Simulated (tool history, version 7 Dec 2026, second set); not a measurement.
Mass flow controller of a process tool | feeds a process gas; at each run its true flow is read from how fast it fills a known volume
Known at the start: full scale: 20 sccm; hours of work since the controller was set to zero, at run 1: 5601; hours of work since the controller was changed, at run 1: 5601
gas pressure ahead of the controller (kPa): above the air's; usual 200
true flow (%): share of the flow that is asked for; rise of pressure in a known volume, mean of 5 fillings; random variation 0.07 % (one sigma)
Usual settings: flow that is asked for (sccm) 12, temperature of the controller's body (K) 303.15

run,day,flow that is asked for (sccm),gas pressure ahead of the controller (kPa),temperature of the controller's body (K),hours of work since the controller was set to zero,hours of work since the controller was changed,true flow (%)
1,0.000,12,200,303.15,5601,5601,101.10
2,6.767,12,200,303.15,5715,5715,100.91
3,20.946,12,200,303.15,5952,5952,100.99
4,28.467,12,200,303.15,6078,6078,101.09
5,39.408,12,188,303.15,6261,6261,100.98
6,45.867,12,200,302.15,6369,6369,101.21
7,52.458,12,200,302.15,6480,6480,101.17
8,65.433,12,200,302.15,6697,6697,101.24
9,73.571,12,200,303.15,6833,6833,101.30
10,83.754,3,200,308.15,7004,7004,97.33
11,94.346,3,200,308.15,7181,7181,97.52
12,106.162,12,182,303.15,7379,7379,101.45
# day 107.025: controller's zero set anew
13,115.829,3,200,305.15,147,7541,95.69
14,128.683,12,202,308.15,363,7756,101.06
15,136.421,12,202,308.15,492,7885,101.03

Run 16 comes next. What will it give?
16,147.004,4,200,303.15,669,8063,?

true flow (%): 97.20
Without the tool's hidden state the same run would have given true flow (%) 98.46.

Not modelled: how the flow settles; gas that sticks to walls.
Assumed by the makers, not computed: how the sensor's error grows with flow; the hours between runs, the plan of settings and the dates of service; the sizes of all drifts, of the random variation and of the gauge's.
